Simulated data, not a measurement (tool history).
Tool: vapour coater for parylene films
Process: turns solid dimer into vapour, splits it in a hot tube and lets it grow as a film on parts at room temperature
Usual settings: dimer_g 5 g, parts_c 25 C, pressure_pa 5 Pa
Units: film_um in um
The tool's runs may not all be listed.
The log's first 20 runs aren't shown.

run 21 day=13.892 | dimer_g=7 parts_c=20 pressure_pa=2.47 | film_um=3
-- day=14.367 trap's valve overhauled
run 22 day=14.812 | dimer_g=4 parts_c=31 pressure_pa=2.26 | film_um=1.33
run 23 day=15.562 | dimer_g=4 parts_c=31 pressure_pa=2.26 | film_um=1.34
run 24 day=15.992 | dimer_g=4 parts_c=31 pressure_pa=2.26 | film_um=1.33
run 25 day=16.379 | dimer_g=3 parts_c=30 pressure_pa=11.99 | film_um=0.82
run 26 day=17.162 | dimer_g=3 parts_c=30 pressure_pa=11.99 | film_um=0.81
run 27 day=17.833 | dimer_g=5 parts_c=24 pressure_pa=5 | film_um=1.88
run 28 day=18.642 | dimer_g=5 parts_c=29 pressure_pa=5 | film_um=1.58
run 29 day=19.325 | dimer_g=5 parts_c=29 pressure_pa=5 | film_um=1.57
run 30 day=19.8 | dimer_g=4 parts_c=23 pressure_pa=9.15 | film_um=1.42
run 31 day=20.417 | dimer_g=4 parts_c=23 pressure_pa=9.15 | film_um=1.41
run 32 day=21.35 | dimer_g=4 parts_c=23 pressure_pa=9.15 | film_um=1.42

Forecast each of these 3 alternatives for the next run:
run A day=22.279 | dimer_g=3 parts_c=19 pressure_pa=2.63 | film_um=?
run B day=22.279 | dimer_g=4 parts_c=29 pressure_pa=5.35 | film_um=?
run C day=22.279 | dimer_g=2 parts_c=19 pressure_pa=11.89 | film_um=?

run=A film_um=1.48
run=B film_um=1.24
run=C film_um=0.79
Without the tool's hidden state the same runs would have given:
run=A film_um=1.53
run=B film_um=1.28
run=C film_um=0.82
